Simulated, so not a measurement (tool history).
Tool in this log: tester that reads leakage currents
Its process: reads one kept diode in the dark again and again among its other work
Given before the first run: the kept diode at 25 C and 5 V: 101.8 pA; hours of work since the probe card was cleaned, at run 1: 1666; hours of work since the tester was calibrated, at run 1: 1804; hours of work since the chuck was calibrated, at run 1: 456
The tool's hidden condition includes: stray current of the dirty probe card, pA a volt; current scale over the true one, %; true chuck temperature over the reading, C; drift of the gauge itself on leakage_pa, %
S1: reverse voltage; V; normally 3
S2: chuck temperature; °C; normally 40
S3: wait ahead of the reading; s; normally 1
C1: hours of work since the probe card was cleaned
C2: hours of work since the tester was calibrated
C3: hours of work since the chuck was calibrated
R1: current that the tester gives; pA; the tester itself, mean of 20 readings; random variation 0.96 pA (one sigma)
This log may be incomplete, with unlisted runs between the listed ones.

{"run": 1, "day": 0.0, "S1": 3, "S2": 40, "S3": 1, "C1": 1666, "C2": 1804, "C3": 456, "R1": 371.23}
{"run": 2, "day": 3.667, "S1": 3, "S2": 40, "S3": 1, "C1": 1732, "C2": 1870, "C3": 523, "R1": 376.81}
{"day": 5.638, "done": "chuck's temperature calibrated"}
{"run": 3, "day": 6.729, "S1": 3, "S2": 40, "S3": 1, "C1": 1786, "C2": 1924, "C3": 20, "R1": 316.32}
{"run": 4, "day": 10.988, "S1": 3, "S2": 40, "S3": 1, "C1": 1862, "C2": 2000, "C3": 96, "R1": 323.79}
{"run": 5, "day": 14.421, "S1": 3, "S2": 40, "S3": 1, "C1": 1924, "C2": 2062, "C3": 158, "R1": 330.64}
{"run": 6, "day": 18.171, "S1": 3, "S2": 40, "S3": 1, "C1": 1992, "C2": 2130, "C3": 226, "R1": 336.74}
{"day": 21.733, "done": "tester calibrated"}
{"run": 7, "day": 21.838, "S1": 3, "S2": 40, "S3": 1, "C1": 2056, "C2": 2, "C3": 290, "R1": 346.79}
{"run": 8, "day": 26.604, "S1": 3, "S2": 40, "S3": 1, "C1": 2142, "C2": 88, "C3": 376, "R1": 355.86}
{"run": 9, "day": 29.588, "S1": 9.4, "S2": 40, "S3": 1, "C1": 2196, "C2": 142, "C3": 430, "R1": 519.76}
{"run": 10, "day": 33.479, "S1": 9.4, "S2": 40, "S3": 1, "C1": 2266, "C2": 212, "C3": 500, "R1": 530.49}
{"day": 35.162, "done": "probe card cleaned and baked"}
{"run": 11, "day": 36.333, "S1": 9.4, "S2": 40, "S3": 1, "C1": 21, "C2": 261, "C3": 550, "R1": 538.39}
{"day": 36.879, "done": "chuck's temperature calibrated"}
{"run": 12, "day": 40.917, "S1": 3, "S2": 40, "S3": 0.42, "C1": 102, "C2": 342, "C3": 73, "R1": 328.4}
{"run": 13, "day": 44.662, "S1": 3, "S2": 41, "S3": 1, "C1": 170, "C2": 410, "C3": 140, "R1": 362.57}
{"run": 14, "day": 50.125, "S1": 2.82, "S2": 40, "S3": 1, "C1": 268, "C2": 508, "C3": 239, "R1": 337.33}
{"run": 15, "day": 52.571, "S1": 3, "S2": 40, "S3": 1, "C1": 312, "C2": 552, "C3": 283, "R1": 351.92}
{"run": 16, "day": 57.108, "S1": 3, "S2": 23, "S3": 1, "C1": 394, "C2": 634, "C3": 365, "R1": 82.86}
{"run": 17, "day": 61.167, "S1": 3, "S2": 40, "S3": 1, "C1": 467, "C2": 707, "C3": 438, "R1": 368.42}
{"run": 18, "day": 65.471, "S1": 3, "S2": 40, "S3": 1, "C1": 545, "C2": 785, "C3": 515, "R1": 376.68}
{"day": 67.896, "done": "chuck's temperature calibrated"}
{"run": 19, "day": 70.471, "S1": 3, "S2": 40, "S3": 1, "C1": 633, "C2": 873, "C3": 46, "R1": 319.13}
{"run": 20, "day": 75.829, "S1": 3, "S2": 40, "S3": 1, "C1": 730, "C2": 970, "C3": 143, "R1": 328.67}
{"run": 21, "day": 81.071, "S1": 1.08, "S2": 40, "S3": 0.85, "C1": 825, "C2": 1064, "C3": 237, "R1": 244.67}
{"run": 22, "day": 85.988, "S1": 1.04, "S2": 26, "S3": 1.8, "C1": 913, "C2": 1153, "C3": 326, "R1": 74.6}
{"run": 23, "day": 90.921, "S1": 1.04, "S2": 32, "S3": 1.27, "C1": 1002, "C2": 1242, "C3": 415, "R1": 131.55}
{"run": 24, "day": 95.717, "S1": 1.04, "S2": 32, "S3": 1.27, "C1": 1089, "C2": 1328, "C3": 501, "R1": 135.53}
{"day": 98.929, "done": "chuck's temperature calibrated"}
{"run": 25, "day": 99.433, "S1": 1.46, "S2": 40, "S3": 9.39, "C1": 1154, "C2": 1394, "C3": 9, "R1": 252.03}
{"run": 26, "day": 102.033, "S1": 1.46, "S2": 40, "S3": 9.39, "C1": 1201, "C2": 1441, "C3": 56, "R1": 255.22}
{"run": 27, "day": 106.338, "S1": 1.43, "S2": 40, "S3": 0.48, "C1": 1279, "C2": 1518, "C3": 134, "R1": 259.77}
{"run": 28, "day": 111.046, "S1": 4.84, "S2": 26, "S3": 0.6, "C1": 1363, "C2": 1603, "C3": 218, "R1": 120.23}
{"run": 29, "day": 116.138, "S1": 4.84, "S2": 26, "S3": 0.6, "C1": 1455, "C2": 1695, "C3": 310, "R1": 123.38}
{"run": 30, "day": 121.171, "S1": 3.9, "S2": 40, "S3": 0.79, "C1": 1546, "C2": 1786, "C3": 401, "R1": 393.17}
{"run": 31, "day": 124.196, "S1": 3.9, "S2": 40, "S3": 0.79, "C1": 1600, "C2": 1840, "C3": 455, "R1": 398.97}
{"run": 32, "day": 127.858, "S1": 3.9, "S2": 40, "S3": 0.79, "C1": 1666, "C2": 1906, "C3": 522, "R1": 408.18}
{"day": 129.833, "done": "chuck's temperature calibrated"}
{"run": 33, "day": 131.321, "S1": 3.9, "S2": 40, "S3": 0.79, "C1": 1727, "C2": 1967, "C3": 27, "R1": 348.41}
{"run": 34, "day": 134.267, "S1": 6.73, "S2": 42, "S3": 1.39, "C1": 1780, "C2": 2020, "C3": 80, "R1": 494.65}
{"run": 35, "day": 136.588, "S1": 6.73, "S2": 42, "S3": 1.39, "C1": 1822, "C2": 2062, "C3": 122, "R1": 499.28}
{"run": 36, "day": 141.425, "S1": 4.77, "S2": 42, "S3": 1.39, "C1": 1910, "C2": 2149, "C3": 209, "R1": 460.97}
{"day": 144.108, "done": "tester calibrated"}
{"run": 37, "day": 145.079, "S1": 4.77, "S2": 35, "S3": 3.69, "C1": 1974, "C2": 17, "C3": 273, "R1": 264.97}
{"run": 38, "day": 147.362, "S1": 3, "S2": 40, "S3": 0.61, "C1": 2015, "C2": 59, "C3": 314, "R1": 352.13}
{"run": 39, "day": 150.671, "S1": 1.15, "S2": 40, "S3": 3.24, "C1": 2075, "C2": 118, "C3": 374, "R1": 264}
{"run": 40, "day": 152.9, "S1": 17.24, "S2": 21, "S3": 3.24, "C1": 2115, "C2": 158, "C3": 414, "R1": 127.51}

Some steps in R1, run to run, broken into two amounts with sign: the step expected even without the hidden condition (settings, incoming material, random variation), and the rest, left for the hidden condition together with whatever gauge scatter is not in both the measured and the hidden-condition-free result:
Run 2 -> 3: chuck's temperature calibrated. R1 -60.49 pA: hidden state -60.4, all else -0.09.
Run 11 -> 12: S1 9.4 -> 3, S3 1 -> 0.42, chuck's temperature calibrated. R1 -209.99 pA: hidden state -71.87, all else -138.12.
Run 15 -> 16: S2 40 -> 23. R1 -269.06 pA: hidden state -21.61, all else -247.45.
Run 16 -> 17: S2 23 -> 40. R1 +285.56 pA: hidden state +39.29, all else +246.27.
Run 29 -> 30: S1 4.84 -> 3.9, S2 26 -> 40, S3 0.6 -> 0.79. R1 +269.79 pA: hidden state +33.07, all else +236.72.
Run 32 -> 33: chuck's temperature calibrated. R1 -59.77 pA: hidden state -59.67, all else -0.1.
